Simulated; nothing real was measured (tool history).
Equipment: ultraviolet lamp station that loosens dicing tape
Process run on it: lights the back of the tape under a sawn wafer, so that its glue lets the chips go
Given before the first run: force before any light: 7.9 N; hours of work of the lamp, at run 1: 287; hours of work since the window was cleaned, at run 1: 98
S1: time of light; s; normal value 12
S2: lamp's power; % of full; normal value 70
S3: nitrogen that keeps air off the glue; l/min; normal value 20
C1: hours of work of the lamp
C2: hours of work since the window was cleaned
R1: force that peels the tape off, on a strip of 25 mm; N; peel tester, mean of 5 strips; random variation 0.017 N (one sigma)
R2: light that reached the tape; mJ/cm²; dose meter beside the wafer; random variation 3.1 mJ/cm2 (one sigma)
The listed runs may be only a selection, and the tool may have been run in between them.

Run 1, hour 0: usual settings; C1 287; C2 98. Result: R1 1.164 N, R2 398 mJ/cm².
Run 2, hour 20.9: usual settings; C1 297; C2 108. Result: R1 1.149 N, R2 399 mJ/cm².
Run 3, hour 48.3: usual settings; C1 310; C2 121. Result: R1 1.168 N, R2 395 mJ/cm².
Run 4, hour 61.2: usual settings; C1 316; C2 127. Result: R1 1.207 N, R2 394 mJ/cm².
Run 5, hour 87.4: usual settings; C1 328; C2 139. Result: R1 1.224 N, R2 388 mJ/cm².
Run 6, hour 101.3: usual settings; C1 334; C2 146. Result: R1 1.274 N, R2 378 mJ/cm².
Run 7, hour 124.8: usual settings but S3 6 l/min; C1 346; C2 157. Result: R1 2.611 N, R2 378 mJ/cm².
Run 8, hour 140: usual settings but S1 6 s; C1 353; C2 164. Result: R1 3.176 N, R2 191 mJ/cm².
Run 9, hour 165.7: usual settings but S1 6 s; C1 365; C2 176. Result: R1 3.179 N, R2 185 mJ/cm².
Run 10, hour 182.9: usual settings but S2 76 % of full, S3 33 l/min; C1 373; C2 184. Result: R1 0.794 N, R2 409 mJ/cm².

Estimate the outcome of run 11 from the log above:
Run 11, hour 196.1: usual settings but S2 76 % of full, S3 33 l/min; C1 379; C2 191. Result: R1 ?, R2 ?.

For run 11 the tool returned R1 0.799 N, R2 401 mJ/cm².
With the hidden condition absent and the run-to-run variation left alone, this run would have shown R1 0.468 N, R2 514 mJ/cm².
